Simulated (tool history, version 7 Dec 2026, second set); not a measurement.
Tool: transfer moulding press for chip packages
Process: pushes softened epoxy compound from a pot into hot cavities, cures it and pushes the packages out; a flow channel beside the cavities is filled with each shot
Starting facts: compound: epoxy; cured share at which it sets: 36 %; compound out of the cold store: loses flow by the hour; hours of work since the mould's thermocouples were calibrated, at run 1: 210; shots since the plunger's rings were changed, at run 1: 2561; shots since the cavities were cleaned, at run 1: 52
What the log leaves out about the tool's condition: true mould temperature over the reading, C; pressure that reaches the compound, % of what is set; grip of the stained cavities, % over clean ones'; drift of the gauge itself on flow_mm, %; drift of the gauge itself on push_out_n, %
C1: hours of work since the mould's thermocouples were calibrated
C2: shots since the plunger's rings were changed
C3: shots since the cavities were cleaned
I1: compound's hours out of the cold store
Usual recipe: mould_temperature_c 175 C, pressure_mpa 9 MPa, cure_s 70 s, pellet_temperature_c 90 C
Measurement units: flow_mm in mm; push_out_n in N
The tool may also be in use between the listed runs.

{"run": 1, "hour": 0.0, "mould_temperature_c": 175, "pressure_mpa": 9, "cure_s": 70, "pellet_temperature_c": 90, "C1": 210, "C2": 2561, "C3": 52, "I1": 8.1, "flow_mm": 861, "push_out_n": 299}
{"run": 2, "hour": 14.6, "mould_temperature_c": 175, "pressure_mpa": 10.27, "cure_s": 70, "pellet_temperature_c": 90, "C1": 221, "C2": 2855, "C3": 346, "I1": 19.8, "flow_mm": 894, "push_out_n": 410}
{"hour": 22.3, "done": "plunger's sealing rings changed"}
{"run": 3, "hour": 25.9, "mould_temperature_c": 175, "pressure_mpa": 10.27, "cure_s": 70, "pellet_temperature_c": 90, "C1": 228, "C2": 71, "C3": 522, "I1": 34.8, "flow_mm": 883, "push_out_n": 443}
{"hour": 30.0, "done": "cavities cleaned with cleaning compound and waxed"}
{"run": 4, "hour": 36.2, "mould_temperature_c": 175, "pressure_mpa": 7.2, "cure_s": 70, "pellet_temperature_c": 90, "C1": 235, "C2": 249, "C3": 124, "I1": 25.5, "flow_mm": 766, "push_out_n": 330}
{"run": 5, "hour": 46.9, "mould_temperature_c": 175, "pressure_mpa": 7.2, "cure_s": 70, "pellet_temperature_c": 90, "C1": 244, "C2": 463, "C3": 338, "I1": 36.6, "flow_mm": 736, "push_out_n": 384}
{"hour": 60.3, "done": "cavities cleaned with cleaning compound and waxed"}
{"run": 6, "hour": 61.9, "mould_temperature_c": 175, "pressure_mpa": 7.2, "cure_s": 70, "pellet_temperature_c": 90, "C1": 254, "C2": 735, "C3": 31, "I1": 30.5, "flow_mm": 749, "push_out_n": 285}
{"run": 7, "hour": 73.2, "mould_temperature_c": 175, "pressure_mpa": 9, "cure_s": 91, "pellet_temperature_c": 90, "C1": 263, "C2": 962, "C3": 258, "I1": 42, "flow_mm": 798, "push_out_n": 312}
{"hour": 90.1, "done": "cavities cleaned with cleaning compound and waxed"}
{"run": 8, "hour": 90.1, "mould_temperature_c": 175, "pressure_mpa": 9, "cure_s": 70, "pellet_temperature_c": 97, "C1": 276, "C2": 1274, "C3": 0, "I1": 40.8, "flow_mm": 813, "push_out_n": 264}
{"run": 9, "hour": 96.8, "mould_temperature_c": 175, "pressure_mpa": 9, "cure_s": 70, "pellet_temperature_c": 97, "C1": 281, "C2": 1407, "C3": 133, "I1": 9, "flow_mm": 886, "push_out_n": 337}

Run 10 has not been measured yet. What should we expect?
{"hour": 100.1, "done": "mould's thermocouples calibrated"}
{"run": 10, "hour": 112.6, "mould_temperature_c": 179, "pressure_mpa": 8.12, "cure_s": 50, "pellet_temperature_c": 92, "C1": 10, "C2": 1685, "C3": 411, "I1": 13, "flow_mm": "?", "push_out_n": "?"}

{"run 10": {"flow_mm": 813, "push_out_n": 611}}
Were there no unlogged condition in the tool, this run, its random variation unchanged, would have produced flow_mm 841 mm, push_out_n 415 N.

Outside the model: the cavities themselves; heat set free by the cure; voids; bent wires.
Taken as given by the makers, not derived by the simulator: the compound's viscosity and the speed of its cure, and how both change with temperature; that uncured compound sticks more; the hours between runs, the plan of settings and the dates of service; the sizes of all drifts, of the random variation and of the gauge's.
